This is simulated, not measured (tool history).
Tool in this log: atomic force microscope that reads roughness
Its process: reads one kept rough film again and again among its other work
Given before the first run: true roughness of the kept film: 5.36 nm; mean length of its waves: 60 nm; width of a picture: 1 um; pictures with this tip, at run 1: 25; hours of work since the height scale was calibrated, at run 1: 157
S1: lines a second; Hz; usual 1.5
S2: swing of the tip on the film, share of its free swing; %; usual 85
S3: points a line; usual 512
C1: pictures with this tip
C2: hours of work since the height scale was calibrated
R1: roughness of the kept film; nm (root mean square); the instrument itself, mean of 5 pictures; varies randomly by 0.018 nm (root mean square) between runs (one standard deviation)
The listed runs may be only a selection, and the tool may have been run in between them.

run   hour    S1  S2   S3  C1   C2     R1
  1      0   1.5  85  512  25  157  4.119
  2   23.1   1.5  85  512  65  168  3.953
      35.9  -- new tip fitted
  3   36.7   1.5  85  512   1  175  4.246
  4     54   1.5  85  512  31  184  4.087
  5   69.4   1.5  90  512  57  192  3.862
  6   83.4   1.5  85  512  81  199  3.926
      86.5  -- new tip fitted
  7  106.6   1.5  85  347  35  210  4.096
  8    123   1.5  78  512  63  218  4.177
     136.3  -- new tip fitted
  9  138.1   1.5  78  512   3  226   4.44
 10  151.6   1.5  78  512  26  232  4.346
 11  175.9   1.5  85  512  67  245  3.959
       187  -- new tip fitted
 12  189.1   1.5  85  512   4  251  4.242
 13  204.9  2.96  85  512  31  259  3.527
 14  229.2  2.52  85  512  72  271  3.517
     237.3  -- new tip fitted
 15  256.3  2.52  85  512  33  285  3.668
 16  272.3  1.81  85  512  60  293  3.854
       287  -- new tip fitted
 17  292.6  1.81  85  512  10  303  4.037
 18  313.6   1.5  85  512  46  313  4.036
 19  330.5   1.5  85  512  75  322  3.931
     338.1  -- new tip fitted
 20  351.2   1.5  85  512  22  332  4.147
 21  371.5  1.47  73  736  57  342   4.34
     388.5  -- new tip fitted
 22  390.5  0.67  89  269   3  352   4.59
 23  408.2  0.65  89  424  34  361  4.455
 24  428.8   1.5  77  507  69  371   4.23
     438.6  -- new tip fitted
 25  444.2  0.79  85  315   9  378  4.586
 26  460.8  0.79  72  350  38  387  4.644
 27  481.9  3.13  84  350  74  397  3.378
     489.5  -- new tip fitted
 28  506.7  3.13  84  350  29  410  3.496
 29    526   1.2  82  640  62  419  4.178
 30  537.9   1.2  82  640  82  425  4.087
     539.7  -- new tip fitted
 31  552.4   1.2  82  640  21  432  4.392
 32  567.3  2.63  82  640  47  440  3.717
 33  578.6  2.63  82  640  66  446  3.657
     589.4  -- new tip fitted
 34  594.6  3.32  85  512   8  453  3.467
 35  610.7  2.28  65  285  36  462  4.468
 36  625.7  1.26  65  285  61  469  4.541
     640.1  -- new tip fitted
 37  645.8  1.26  65  285  10  479  4.723
 38  667.6   3.1  85  777  47  490  3.381
     690.8  -- new tip fitted
 39  691.5   3.1  85  777   1  502  3.571

Run 40 is up next; what results do you expect?
 40  703.2  3.1  85  777  21  508   ?

R1: 3.51 nm (root mean square)
Minus the tool's unlogged condition, the same run would have read R1 3.612 nm (root mean square).

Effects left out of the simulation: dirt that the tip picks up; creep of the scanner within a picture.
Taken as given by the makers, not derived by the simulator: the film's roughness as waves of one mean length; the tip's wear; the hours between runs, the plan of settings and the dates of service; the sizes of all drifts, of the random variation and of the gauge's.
